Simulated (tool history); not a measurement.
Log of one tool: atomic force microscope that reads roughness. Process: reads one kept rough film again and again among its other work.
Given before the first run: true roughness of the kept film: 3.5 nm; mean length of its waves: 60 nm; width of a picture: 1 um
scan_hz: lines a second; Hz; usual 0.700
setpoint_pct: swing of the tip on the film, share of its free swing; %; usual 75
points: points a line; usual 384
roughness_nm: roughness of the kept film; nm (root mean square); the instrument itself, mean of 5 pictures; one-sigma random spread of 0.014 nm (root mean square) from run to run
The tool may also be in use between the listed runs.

run 1 hour=0.0 | scan_hz=0.700 setpoint_pct=75 points=384 | roughness_nm=3.377
run 2 hour=6.8 | scan_hz=0.700 setpoint_pct=75 points=384 | roughness_nm=3.345
run 3 hour=13.9 | scan_hz=0.700 setpoint_pct=76 points=384 | roughness_nm=3.314
run 4 hour=21.3 | scan_hz=0.700 setpoint_pct=67 points=384 | roughness_nm=3.357
run 5 hour=26.6 | scan_hz=0.700 setpoint_pct=67 points=384 | roughness_nm=3.301
run 6 hour=30.8 | scan_hz=0.700 setpoint_pct=62 points=384 | roughness_nm=3.289
run 7 hour=35.1 | scan_hz=0.700 setpoint_pct=62 points=384 | roughness_nm=3.299
run 8 hour=43.4 | scan_hz=0.700 setpoint_pct=62 points=384 | roughness_nm=3.261
run 9 hour=48.8 | scan_hz=0.700 setpoint_pct=75 points=384 | roughness_nm=3.222
run 10 hour=56.5 | scan_hz=0.700 setpoint_pct=75 points=384 | roughness_nm=3.211
run 11 hour=60.3 | scan_hz=0.700 setpoint_pct=75 points=384 | roughness_nm=3.198
-- hour=63.8 new tip fitted
run 12 hour=67.0 | scan_hz=0.554 setpoint_pct=75 points=384 | roughness_nm=3.388
run 13 hour=71.2 | scan_hz=0.554 setpoint_pct=75 points=384 | roughness_nm=3.382
run 14 hour=75.9 | scan_hz=0.554 setpoint_pct=75 points=384 | roughness_nm=3.382
run 15 hour=84.6 | scan_hz=0.700 setpoint_pct=75 points=384 | roughness_nm=3.314
run 16 hour=93.3 | scan_hz=0.700 setpoint_pct=78 points=384 | roughness_nm=3.286
run 17 hour=99.2 | scan_hz=0.700 setpoint_pct=78 points=384 | roughness_nm=3.279
-- hour=100.8 height scale calibrated on a step standard
run 18 hour=106.7 | scan_hz=0.700 setpoint_pct=78 points=384 | roughness_nm=3.246
run 19 hour=112.3 | scan_hz=0.700 setpoint_pct=60 points=384 | roughness_nm=3.298
run 20 hour=116.8 | scan_hz=0.700 setpoint_pct=60 points=384 | roughness_nm=3.282
run 21 hour=121.0 | scan_hz=0.700 setpoint_pct=60 points=384 | roughness_nm=3.260
run 22 hour=129.5 | scan_hz=0.700 setpoint_pct=75 points=374 | roughness_nm=3.201
run 23 hour=135.5 | scan_hz=0.700 setpoint_pct=75 points=374 | roughness_nm=3.185
-- hour=139.2 new tip fitted
run 24 hour=141.4 | scan_hz=0.700 setpoint_pct=75 points=374 | roughness_nm=3.343
-- hour=144.3 height scale calibrated on a step standard, once more
run 25 hour=146.2 | scan_hz=0.700 setpoint_pct=75 points=369 | roughness_nm=3.362
run 26 hour=154.6 | scan_hz=0.700 setpoint_pct=73 points=384 | roughness_nm=3.332
run 27 hour=160.8 | scan_hz=2.514 setpoint_pct=62 points=289 | roughness_nm=3.278
run 28 hour=165.3 | scan_hz=0.700 setpoint_pct=75 points=546 | roughness_nm=3.306
run 29 hour=174.3 | scan_hz=2.400 setpoint_pct=75 points=513 | roughness_nm=3.100
run 30 hour=181.7 | scan_hz=0.700 setpoint_pct=59 points=525 | roughness_nm=3.305
run 31 hour=187.9 | scan_hz=0.700 setpoint_pct=63 points=525 | roughness_nm=3.302
run 32 hour=195.3 | scan_hz=3.797 setpoint_pct=65 points=501 | roughness_nm=3.127
run 33 hour=203.9 | scan_hz=1.197 setpoint_pct=59 points=501 | roughness_nm=3.225
run 34 hour=208.7 | scan_hz=0.679 setpoint_pct=66 points=501 | roughness_nm=3.227
-- hour=213.6 new tip fitted
run 35 hour=213.9 | scan_hz=0.700 setpoint_pct=59 points=384 | roughness_nm=3.428
run 36 hour=219.2 | scan_hz=1.993 setpoint_pct=70 points=529 | roughness_nm=3.314
run 37 hour=227.8 | scan_hz=1.333 setpoint_pct=85 points=619 | roughness_nm=3.207
run 38 hour=233.3 | scan_hz=1.333 setpoint_pct=85 points=619 | roughness_nm=3.187
run 39 hour=237.7 | scan_hz=1.333 setpoint_pct=85 points=619 | roughness_nm=3.172
run 40 hour=244.1 | scan_hz=1.333 setpoint_pct=85 points=619 | roughness_nm=3.169
run 41 hour=251.6 | scan_hz=1.333 setpoint_pct=85 points=619 | roughness_nm=3.137
run 42 hour=260.6 | scan_hz=1.333 setpoint_pct=85 points=619 | roughness_nm=3.124
run 43 hour=266.6 | scan_hz=0.584 setpoint_pct=74 points=354 | roughness_nm=3.269
run 44 hour=275.2 | scan_hz=0.584 setpoint_pct=61 points=824 | roughness_nm=3.307
run 45 hour=280.4 | scan_hz=0.584 setpoint_pct=61 points=824 | roughness_nm=3.248
run 46 hour=286.3 | scan_hz=0.584 setpoint_pct=61 points=677 | roughness_nm=3.241
-- hour=287.8 new tip fitted
run 47 hour=293.6 | scan_hz=2.880 setpoint_pct=64 points=411 | roughness_nm=3.275
run 48 hour=299.9 | scan_hz=0.700 setpoint_pct=75 points=617 | roughness_nm=3.331
run 49 hour=305.3 | scan_hz=2.852 setpoint_pct=64 points=617 | roughness_nm=3.238
run 50 hour=314.0 | scan_hz=2.852 setpoint_pct=87 points=617 | roughness_nm=2.934
run 51 hour=318.3 | scan_hz=2.852 setpoint_pct=87 points=617 | roughness_nm=2.939

Here are 4 independent what-if runs from the current tool condition. What would each one return?
run A hour=322.1 | scan_hz=3.010 setpoint_pct=62 points=652 | roughness_nm=?
run B hour=322.1 | scan_hz=1.576 setpoint_pct=58 points=317 | roughness_nm=?
run C hour=322.1 | scan_hz=0.700 setpoint_pct=90 points=384 | roughness_nm=?
run D hour=322.1 | scan_hz=3.559 setpoint_pct=63 points=284 | roughness_nm=?

run=A roughness_nm=3.222
run=B roughness_nm=3.281
run=C roughness_nm=3.213
run=D roughness_nm=3.179
Take away the tool's hidden state, keep each run's random variation, and the runs would have read:
run=A roughness_nm=3.298
run=B roughness_nm=3.359
run=C roughness_nm=3.289
run=D roughness_nm=3.254
